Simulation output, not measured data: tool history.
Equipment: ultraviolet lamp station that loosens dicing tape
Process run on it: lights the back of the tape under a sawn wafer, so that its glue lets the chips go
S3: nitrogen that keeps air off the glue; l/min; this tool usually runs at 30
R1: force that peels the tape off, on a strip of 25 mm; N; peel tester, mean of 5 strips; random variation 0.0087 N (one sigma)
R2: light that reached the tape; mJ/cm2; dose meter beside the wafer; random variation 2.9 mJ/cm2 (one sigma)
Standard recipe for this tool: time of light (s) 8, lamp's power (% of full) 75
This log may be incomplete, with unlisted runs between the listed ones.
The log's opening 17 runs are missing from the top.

{"run": 18, "hour": 463.5, "time of light (s)": 8, "lamp's power (% of full)": 75, "S3": 30, "R1": 0.36, "R2": 408}
{"run": 19, "hour": 492.8, "time of light (s)": 8, "lamp's power (% of full)": 75, "S3": 30, "R1": 0.358, "R2": 413}
{"run": 20, "hour": 511.3, "time of light (s)": 8, "lamp's power (% of full)": 86, "S3": 30, "R1": 0.237, "R2": 469}
{"run": 21, "hour": 536.4, "time of light (s)": 5, "lamp's power (% of full)": 60, "S3": 30, "R1": 1.806, "R2": 205}
{"run": 22, "hour": 572.6, "time of light (s)": 5, "lamp's power (% of full)": 60, "S3": 30, "R1": 1.733, "R2": 200}
{"run": 23, "hour": 600.0, "time of light (s)": 8, "lamp's power (% of full)": 72, "S3": 37, "R1": 0.333, "R2": 389}
{"run": 24, "hour": 622.7, "time of light (s)": 8, "lamp's power (% of full)": 75, "S3": 13, "R1": 0.786, "R2": 405}
{"run": 25, "hour": 642.3, "time of light (s)": 4, "lamp's power (% of full)": 74, "S3": 31, "R1": 1.835, "R2": 203}
{"run": 26, "hour": 671.3, "time of light (s)": 6, "lamp's power (% of full)": 74, "S3": 31, "R1": 0.763, "R2": 300}

For run 27, what comes out?
{"run": 27, "hour": 709.4, "time of light (s)": 6, "lamp's power (% of full)": 74, "S3": 31, "R1": "?", "R2": "?"}

Run 27 came out at R1 0.792 N, R2 305 mJ/cm2.
The same run, on a tool lacking any hidden state, would have yielded R1 0.787 N, R2 305 mJ/cm2.
